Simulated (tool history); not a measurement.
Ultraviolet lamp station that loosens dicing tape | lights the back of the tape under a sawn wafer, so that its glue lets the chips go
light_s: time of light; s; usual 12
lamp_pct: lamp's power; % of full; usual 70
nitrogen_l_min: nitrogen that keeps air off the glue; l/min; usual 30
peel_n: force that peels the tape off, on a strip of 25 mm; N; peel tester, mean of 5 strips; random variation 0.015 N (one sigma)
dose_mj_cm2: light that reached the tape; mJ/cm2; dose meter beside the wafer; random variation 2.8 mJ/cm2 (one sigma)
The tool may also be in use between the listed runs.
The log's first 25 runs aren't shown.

run     day  light_s  lamp_pct  nitrogen_l_min  peel_n  dose_mj_cm2
 26  12.246       12        68              38   0.964          308
 27  12.600       16        68              38   0.482          409
 28  12.912       16        68              38   0.474          405
 29  13.433       19        85              50   0.171          601
 30  13.792       21        85              50   0.143          659
 31  14.117       13        96              50   0.267          459
 32  14.733        8        96              48   1.011          283
 33  15.062        7        69              35   2.819          179
 34  15.375        7        69              35   2.923          174
 35  15.700       12        69              30   1.280          299
 36  16.179       12        69              30   1.285          299
     16.775  -- window cleaned of glue's vapour
 37  16.812        6        69              53   2.308          176
 38  17.312       12        97              23   0.522          488
 39  17.762       12        97              23   0.556          481
 40  18.358       12        93              30   0.444          462
 41  18.900       12        93              30   0.467          455
 42  19.446       10        99              59   0.333          398

Forecast each of these 4 alternatives for the next run:
  A  19.954        7        99              59       ?            ?
  B  19.954       18        70              30       ?            ?
  C  19.954        7        78              25       ?            ?
  D  19.954       12        70              42       ?            ?

run  peel_n  dose_mj_cm2
  A   0.859          282
  B   0.352          510
  C   2.452          221
  D   0.683          336
Without the tool's hidden state the same runs would have given:
run  peel_n  dose_mj_cm2
  A   0.635          319
  B   0.258          577
  C   2.014          250
  D   0.496          381

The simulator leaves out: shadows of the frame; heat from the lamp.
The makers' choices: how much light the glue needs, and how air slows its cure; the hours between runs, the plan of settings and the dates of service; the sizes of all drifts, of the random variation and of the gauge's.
